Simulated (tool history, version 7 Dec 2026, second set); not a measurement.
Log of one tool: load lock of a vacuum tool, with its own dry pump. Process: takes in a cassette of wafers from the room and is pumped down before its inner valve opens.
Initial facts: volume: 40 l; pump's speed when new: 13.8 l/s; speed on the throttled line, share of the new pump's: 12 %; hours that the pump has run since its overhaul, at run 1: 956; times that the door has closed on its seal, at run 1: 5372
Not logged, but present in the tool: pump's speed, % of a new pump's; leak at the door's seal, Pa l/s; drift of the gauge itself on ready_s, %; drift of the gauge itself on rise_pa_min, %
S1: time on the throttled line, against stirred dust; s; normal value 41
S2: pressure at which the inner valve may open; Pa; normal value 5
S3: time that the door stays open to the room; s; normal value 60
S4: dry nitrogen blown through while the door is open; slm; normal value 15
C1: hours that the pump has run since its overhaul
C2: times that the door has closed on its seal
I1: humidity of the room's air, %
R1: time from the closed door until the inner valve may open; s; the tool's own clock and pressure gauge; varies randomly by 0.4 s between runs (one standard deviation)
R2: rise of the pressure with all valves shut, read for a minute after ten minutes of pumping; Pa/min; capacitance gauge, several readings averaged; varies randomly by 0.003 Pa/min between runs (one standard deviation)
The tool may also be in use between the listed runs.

run,hour,S1,S2,S3,S4,C1,C2,I1,R1,R2
1,0,41,5,60,15,956,5372,46,65.5,0.07
2,53.1,41,5,60,15,1009,5568,44.3,65.5,0.068
3,115.3,41,5,60,15,1071,5798,46.7,65.9,0.071
4,234.1,28,5,60,15,1190,6239,46.2,54.3,0.075
5,307.3,28,5,60,15,1263,6509,43.4,53.9,0.077
6,371.3,28,7,60,15,1327,6746,44.5,53.2,0.071
7,451.4,41,5,60,15,1407,7043,42.8,65.8,0.071
8,537,41,5,60,15,1493,7359,45.6,65.4,0.079
9,601.6,43,5,60,15,1557,7599,44,68.1,0.071
10,676.6,43,5,60,5,1632,7876,43.5,67,0.1
11,727.6,43,5,60,5,1683,8065,42.7,67.5,0.099
12,794,41,5,35,15,1750,8311,41,66,0.069
13,870.4,41,5,35,15,1826,8594,43.8,65.3,0.077
14,956.9,41,5,35,15,1913,8914,45.6,65.8,0.075
15,1074.2,41,5,35,15,2030,9348,48,66.1,0.081
16,1151.9,41,5,35,15,2108,9635,44.5,66.5,0.079
17,1218.8,41,5,35,15,2175,9883,47.9,65,0.082
18,1277.6,41,5,35,15,2233,10101,43,66.1,0.079
19,1370.1,46,5,35,15,2326,10443,46.1,69.7,0.079
20,1464.9,23,5,60,15,2421,10794,42.6,50,0.089
21,1568.3,23,5,60,15,2524,11176,46.3,50.6,0.098
22,1643.5,27,4,60,15,2599,11455,42.6,54.6,0.098
23,1714,22,5,83,15,2670,11716,49.7,49.5,0.118
24,1823.8,22,5,83,15,2780,12122,45.2,49.4,0.116
25,1913.7,22,5,83,4,2870,12455,48,49,0.151
26,2030.3,25,5,199,15,2986,12887,45.8,51.8,0.161
27,2112.2,49,8,153,15,3068,13189,46,72,0.148
28,2173.7,49,8,153,15,3130,13417,43.4,71.9,0.146
29,2256.3,69,8,62,15,3212,13723,43.5,89.1,0.112
30,2359.4,69,5,73,27,3315,14105,44.4,91,0.101
31,2409.6,34,4,60,33,3365,14290,44.6,60.7,0.098
32,2496.5,57,5,64,9,3452,14612,44.6,80.8,0.13
33,2579.1,57,5,64,9,3535,14918,46.7,80.2,0.137
34,2657.5,41,7,60,5,3613,15208,44.8,65.6,0.148
35,2723.3,41,7,60,5,3679,15451,44.3,64.7,0.15
36,2776.6,41,7,60,5,3732,15649,49.6,66.1,0.151
37,2852,41,5,60,15,3808,15928,43.4,66.6,0.123

Forecast each of these 4 alternatives for the next run:
A,2905.7,41,8,60,15,3861,16126,46.9,?,?
B,2905.7,72,5,47,15,3861,16126,46.7,?,?
C,2905.7,32,5,60,15,3861,16126,46.9,?,?
D,2905.7,46,9,60,5,3861,16126,45.2,?,?

run,R1,R2
A,64.7,0.13
B,93.2,0.13
C,58.1,0.127
D,68.8,0.149
With no hidden state in the tool, these same runs would have given:
run,R1,R2
A,63.8,0.05
B,92.3,0.047
C,57,0.045
D,67.9,0.067
